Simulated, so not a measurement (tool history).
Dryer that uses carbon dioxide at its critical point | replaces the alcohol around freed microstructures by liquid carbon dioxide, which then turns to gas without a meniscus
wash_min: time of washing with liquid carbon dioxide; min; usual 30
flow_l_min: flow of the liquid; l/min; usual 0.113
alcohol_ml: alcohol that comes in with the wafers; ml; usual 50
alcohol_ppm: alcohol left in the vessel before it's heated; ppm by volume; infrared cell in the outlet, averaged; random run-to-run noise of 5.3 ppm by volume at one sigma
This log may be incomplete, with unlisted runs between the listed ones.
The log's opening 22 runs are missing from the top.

run   hour  wash_min  flow_l_min  alcohol_ml  alcohol_ppm
 23  164.7        30       0.113          50          191
 24  169.1        30       0.113          50          199
 25  174.3        37       0.162          50           67
 26    184        37       0.162          49           72
 27    189        37       0.162          49           66
 28  197.7        28       0.113          50          298
 29  201.8        28       0.113          50          291
 30  205.9        29        0.15          83          110
 31  209.8        29        0.15          83          106
 32  214.3        19       0.107          83         3148
 33  221.1        33       0.175          88           74

Estimate the outcome of run 34 from the log above:
 34   229        30       0.133          38            ?

alcohol_ppm: 109 ppm by volume
Had the tool carried no hidden state, the very same run would have given alcohol_ppm 30 ppm by volume.
